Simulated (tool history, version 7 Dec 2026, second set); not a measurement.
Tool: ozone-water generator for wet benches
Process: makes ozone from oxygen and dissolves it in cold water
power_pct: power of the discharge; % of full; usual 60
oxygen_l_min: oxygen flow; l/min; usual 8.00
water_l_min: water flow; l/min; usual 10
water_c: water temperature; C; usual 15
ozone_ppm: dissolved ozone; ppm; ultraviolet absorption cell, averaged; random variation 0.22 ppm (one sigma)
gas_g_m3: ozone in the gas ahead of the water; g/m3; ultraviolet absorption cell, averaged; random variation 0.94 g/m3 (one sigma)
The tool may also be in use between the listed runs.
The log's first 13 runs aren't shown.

Run 14, hour 972.4: usual settings. Result: ozone_ppm 29.2 ppm, gas_g_m3 145.7 g/m3.
Run 15, hour 1034.6: usual settings. Result: ozone_ppm 28.5 ppm, gas_g_m3 146.7 g/m3.
Run 16, hour 1108.7: usual settings. Result: ozone_ppm 28.6 ppm, gas_g_m3 146.7 g/m3.
Run 17, hour 1164.0: usual settings. Result: ozone_ppm 28.4 ppm, gas_g_m3 146.3 g/m3.
Run 18, hour 1218.8: usual settings. Result: ozone_ppm 28.6 ppm, gas_g_m3 145.2 g/m3.
Run 19, hour 1323.2: usual settings but oxygen_l_min 13.98 l/min. Result: ozone_ppm 27.1 ppm, gas_g_m3 120.4 g/m3.
Run 20, hour 1420.3: usual settings but oxygen_l_min 13.98 l/min. Result: ozone_ppm 27.0 ppm, gas_g_m3 120.2 g/m3.
Run 21, hour 1526.1: usual settings but oxygen_l_min 13.98 l/min. Result: ozone_ppm 26.8 ppm, gas_g_m3 120.1 g/m3.
Run 22, hour 1590.4: usual settings but power_pct 80 % of full, oxygen_l_min 11.42 l/min, water_c 9 C. Result: ozone_ppm 39.7 ppm, gas_g_m3 158.9 g/m3.
Run 23, hour 1639.2: usual settings but power_pct 80 % of full, oxygen_l_min 11.42 l/min, water_c 9 C. Result: ozone_ppm 39.3 ppm, gas_g_m3 159.2 g/m3.
At hour 1649.3: contactor cleaned.
Run 24, hour 1727.2: usual settings but water_c 18 C. Result: ozone_ppm 24.9 ppm, gas_g_m3 143.8 g/m3.
Run 25, hour 1805.5: usual settings but water_c 17 C. Result: ozone_ppm 25.0 ppm, gas_g_m3 143.5 g/m3.
At hour 1830.7: contactor cleaned, once more.
Run 26, hour 1910.7: usual settings but power_pct 47 % of full, oxygen_l_min 6.18 l/min, water_c 7 C. Result: ozone_ppm 28.4 ppm, gas_g_m3 130.1 g/m3.
Run 27, hour 1967.1: usual settings but power_pct 47 % of full, oxygen_l_min 6.18 l/min, water_c 7 C. Result: ozone_ppm 28.8 ppm, gas_g_m3 130.4 g/m3.
Run 28, hour 2065.4: usual settings but power_pct 66 % of full, oxygen_l_min 4.18 l/min. Result: ozone_ppm 31.1 ppm, gas_g_m3 191.9 g/m3.
Run 29, hour 2136.6: usual settings but power_pct 48 % of full. Result: ozone_ppm 24.8 ppm, gas_g_m3 118.8 g/m3.
Run 30, hour 2239.1: usual settings but power_pct 80 % of full, oxygen_l_min 7.47 l/min, water_l_min 9 l/min, water_c 8 C. Result: ozone_ppm 43.1 ppm, gas_g_m3 179.8 g/m3.
Run 31, hour 2307.0: usual settings but water_c 16 C. Result: ozone_ppm 28.2 ppm, gas_g_m3 141.0 g/m3.
Run 32, hour 2364.0: usual settings but power_pct 47 % of full, oxygen_l_min 4.14 l/min, water_l_min 15 l/min, water_c 8 C. Result: ozone_ppm 19.3 ppm, gas_g_m3 147.8 g/m3.
Run 33, hour 2449.1: usual settings but water_c 8 C. Result: ozone_ppm 33.6 ppm, gas_g_m3 140.1 g/m3.
Run 34, hour 2547.8: usual settings but power_pct 49 % of full, oxygen_l_min 12.75 l/min, water_l_min 7 l/min, water_c 7 C. Result: ozone_ppm 33.4 ppm, gas_g_m3 105.9 g/m3.

Forecast each of these 3 alternatives for the next run:
Run A, hour 2620.0: usual settings but oxygen_l_min 13.26 l/min. Result: ozone_ppm ?, gas_g_m3 ?.
Run B, hour 2620.0: usual settings but power_pct 98 % of full, oxygen_l_min 6.01 l/min, water_l_min 7 l/min, water_c 17 C. Result: ozone_ppm ?, gas_g_m3 ?.
Run C, hour 2620.0: usual settings but power_pct 80 % of full, water_l_min 13 l/min. Result: ozone_ppm ?, gas_g_m3 ?.

run  ozone_ppm  gas_g_m3
  A       27.3     117.2
  B       47.1     224.5
  C       30.8     173.5
Without the tool's hidden state the same runs would have given:
run  ozone_ppm  gas_g_m3
  A       31.3     132.6
  B       56.9     268.3
  C       36.4     202.9
